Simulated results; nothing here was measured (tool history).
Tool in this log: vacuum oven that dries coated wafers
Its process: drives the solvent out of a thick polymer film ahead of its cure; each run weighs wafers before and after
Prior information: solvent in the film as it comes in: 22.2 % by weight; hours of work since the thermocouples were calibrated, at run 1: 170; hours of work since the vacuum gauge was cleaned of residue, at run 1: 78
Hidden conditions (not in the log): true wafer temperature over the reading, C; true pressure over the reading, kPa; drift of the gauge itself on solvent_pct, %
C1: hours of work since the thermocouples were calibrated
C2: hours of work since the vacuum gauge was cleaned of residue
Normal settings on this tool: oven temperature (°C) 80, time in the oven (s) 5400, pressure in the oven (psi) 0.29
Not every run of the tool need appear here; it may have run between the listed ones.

run 1 hour=0 | oven_temperature_(°C)=80 time_in_the_oven_(s)=5400 pressure_in_the_oven_(psi)=0.29 | C1=170 C2=78 | solvent_left_in_the_film_(%)=1.82
run 2 hour=7.4 | oven_temperature_(°C)=80 time_in_the_oven_(s)=5400 pressure_in_the_oven_(psi)=0.29 | C1=174 C2=83 | solvent_left_in_the_film_(%)=1.77
run 3 hour=14 | oven_temperature_(°C)=80 time_in_the_oven_(s)=5400 pressure_in_the_oven_(psi)=0.29 | C1=178 C2=87 | solvent_left_in_the_film_(%)=1.82
run 4 hour=19.3 | oven_temperature_(°C)=80 time_in_the_oven_(s)=5400 pressure_in_the_oven_(psi)=0.29 | C1=182 C2=90 | solvent_left_in_the_film_(%)=1.78
run 5 hour=31.4 | oven_temperature_(°C)=80 time_in_the_oven_(s)=5400 pressure_in_the_oven_(psi)=0.29 | C1=189 C2=97 | solvent_left_in_the_film_(%)=1.82
run 6 hour=40.6 | oven_temperature_(°C)=80 time_in_the_oven_(s)=5400 pressure_in_the_oven_(psi)=0.29 | C1=195 C2=103 | solvent_left_in_the_film_(%)=1.85
run 7 hour=50.9 | oven_temperature_(°C)=80 time_in_the_oven_(s)=5400 pressure_in_the_oven_(psi)=0.29 | C1=201 C2=109 | solvent_left_in_the_film_(%)=1.78
run 8 hour=56.4 | oven_temperature_(°C)=80 time_in_the_oven_(s)=5400 pressure_in_the_oven_(psi)=0.29 | C1=204 C2=113 | solvent_left_in_the_film_(%)=1.86
run 9 hour=63.2 | oven_temperature_(°C)=80 time_in_the_oven_(s)=7620 pressure_in_the_oven_(psi)=0.29 | C1=208 C2=117 | solvent_left_in_the_film_(%)=0.96
run 10 hour=73.6 | oven_temperature_(°C)=80 time_in_the_oven_(s)=7620 pressure_in_the_oven_(psi)=0.29 | C1=215 C2=123 | solvent_left_in_the_film_(%)=0.97
run 11 hour=83 | oven_temperature_(°C)=80 time_in_the_oven_(s)=5400 pressure_in_the_oven_(psi)=0.161 | C1=220 C2=129 | solvent_left_in_the_film_(%)=1.58
run 12 hour=89.1 | oven_temperature_(°C)=68 time_in_the_oven_(s)=5400 pressure_in_the_oven_(psi)=0.29 | C1=224 C2=132 | solvent_left_in_the_film_(%)=6.95
run 13 hour=99.2 | oven_temperature_(°C)=93 time_in_the_oven_(s)=6840 pressure_in_the_oven_(psi)=0.409 | C1=230 C2=139 | solvent_left_in_the_film_(%)=0.36
run 14 hour=108.3 | oven_temperature_(°C)=90 time_in_the_oven_(s)=3780 pressure_in_the_oven_(psi)=0.683 | C1=236 C2=144 | solvent_left_in_the_film_(%)=1.18
run 15 hour=119.8 | oven_temperature_(°C)=69 time_in_the_oven_(s)=5400 pressure_in_the_oven_(psi)=0.29 | C1=243 C2=151 | solvent_left_in_the_film_(%)=6.27
run 16 hour=131.9 | oven_temperature_(°C)=69 time_in_the_oven_(s)=5400 pressure_in_the_oven_(psi)=0.29 | C1=250 C2=159 | solvent_left_in_the_film_(%)=6.18
run 17 hour=140.6 | oven_temperature_(°C)=66 time_in_the_oven_(s)=3960 pressure_in_the_oven_(psi)=0.29 | C1=255 C2=164 | solvent_left_in_the_film_(%)=9.84
run 18 hour=149.3 | oven_temperature_(°C)=66 time_in_the_oven_(s)=5940 pressure_in_the_oven_(psi)=0.368 | C1=261 C2=169 | solvent_left_in_the_film_(%)=7.38
run 19 hour=156.3 | oven_temperature_(°C)=80 time_in_the_oven_(s)=7500 pressure_in_the_oven_(psi)=0.29 | C1=265 C2=173 | solvent_left_in_the_film_(%)=0.94
run 20 hour=166.8 | oven_temperature_(°C)=84 time_in_the_oven_(s)=6840 pressure_in_the_oven_(psi)=0.399 | C1=271 C2=180 | solvent_left_in_the_film_(%)=0.8
run 21 hour=176.4 | oven_temperature_(°C)=84 time_in_the_oven_(s)=6840 pressure_in_the_oven_(psi)=0.399 | C1=277 C2=186 | solvent_left_in_the_film_(%)=0.78
run 22 hour=188 | oven_temperature_(°C)=72 time_in_the_oven_(s)=3780 pressure_in_the_oven_(psi)=0.399 | C1=284 C2=193 | solvent_left_in_the_film_(%)=7.1

Forecast each of these 4 alternatives for the next run:
run A hour=194.6 | oven_temperature_(°C)=94 time_in_the_oven_(s)=3780 pressure_in_the_oven_(psi)=0.399 | C1=288 C2=197 | solvent_left_in_the_film_(%)=?
run B hour=194.6 | oven_temperature_(°C)=84 time_in_the_oven_(s)=3780 pressure_in_the_oven_(psi)=0.399 | C1=288 C2=197 | solvent_left_in_the_film_(%)=?
run C hour=194.6 | oven_temperature_(°C)=74 time_in_the_oven_(s)=6060 pressure_in_the_oven_(psi)=0.519 | C1=288 C2=197 | solvent_left_in_the_film_(%)=?
run D hour=194.6 | oven_temperature_(°C)=92 time_in_the_oven_(s)=5400 pressure_in_the_oven_(psi)=0.55 | C1=288 C2=197 | solvent_left_in_the_film_(%)=?

run=A solvent_left_in_the_film_(%)=0.54
run=B solvent_left_in_the_film_(%)=2.12
run=C solvent_left_in_the_film_(%)=3.67
run=D solvent_left_in_the_film_(%)=0.62
With no hidden state in the tool, these same runs would have given:
run=A solvent_left_in_the_film_(%)=0.58
run=B solvent_left_in_the_film_(%)=2.33
run=C solvent_left_in_the_film_(%)=3.97
run=D solvent_left_in_the_film_(%)=0.64

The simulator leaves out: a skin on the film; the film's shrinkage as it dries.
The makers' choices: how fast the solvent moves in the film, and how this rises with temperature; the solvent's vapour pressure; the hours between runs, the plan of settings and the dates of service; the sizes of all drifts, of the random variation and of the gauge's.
